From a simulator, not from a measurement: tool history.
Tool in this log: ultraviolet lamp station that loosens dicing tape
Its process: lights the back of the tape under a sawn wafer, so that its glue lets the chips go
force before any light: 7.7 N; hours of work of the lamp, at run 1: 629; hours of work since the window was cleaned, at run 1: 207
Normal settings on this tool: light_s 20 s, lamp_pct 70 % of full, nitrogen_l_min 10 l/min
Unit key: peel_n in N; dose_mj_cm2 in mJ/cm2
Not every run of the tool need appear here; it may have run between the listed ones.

run   hour  light_s  lamp_pct  nitrogen_l_min  hours of work of the lamp  hours of work since the window was cleaned  peel_n  dose_mj_cm2
  1    0.0       20        70              10                        629                                         207   1.573          384
  2   37.4       20        70              10                        650                                         228   1.659          378
  3   72.2       20        70              10                        669                                         247   1.629          379
  4  100.3       20        70              10                        685                                         263   1.613          372
  5  134.0       20        70               6                        704                                         282   2.035          366
  6  149.7       20        70               6                        712                                         291   2.059          370
  7  177.5       20        70               6                        728                                         306   2.040          374
  8  201.1       20        70               6                        741                                         319   2.058          366
  9  237.8       13        80               4                        762                                         340   3.339          273
 10  267.3       11        70               7                        778                                         356   3.598          195
     293.5  -- window cleaned of glue's vapour
 11  299.5       18        89               9                        796                                           3   1.353          432
 12  335.6       25        99              12                        816                                          24   0.523          663
 13  364.4       10        72              10                        832                                          40   3.464          195
 14  388.2       10        72              10                        846                                          53   3.313          191
 15  416.0       10        72              10                        861                                          69   3.375          192

5 options for the next run, each taken on its own from the tool as it stands now. Forecast them:
  A  440.0       29        70              10                        875                                          82       ?            ?
  B  440.0       12        97               4                        875                                          82       ?            ?
  C  440.0       16        70              10                        875                                          82       ?            ?
  D  440.0       20        61              10                        875                                          82       ?            ?
  E  440.0       20        95              10                        875                                          82       ?            ?

run  peel_n  dose_mj_cm2
  A   0.939          532
  B   3.075          308
  C   2.159          298
  D   2.046          322
  E   0.983          504
What these runs would have given with no unlogged condition in the tool:
run  peel_n  dose_mj_cm2
  A   0.594          671
  B   2.412          388
  C   1.591          375
  D   1.475          407
  E   0.629          636

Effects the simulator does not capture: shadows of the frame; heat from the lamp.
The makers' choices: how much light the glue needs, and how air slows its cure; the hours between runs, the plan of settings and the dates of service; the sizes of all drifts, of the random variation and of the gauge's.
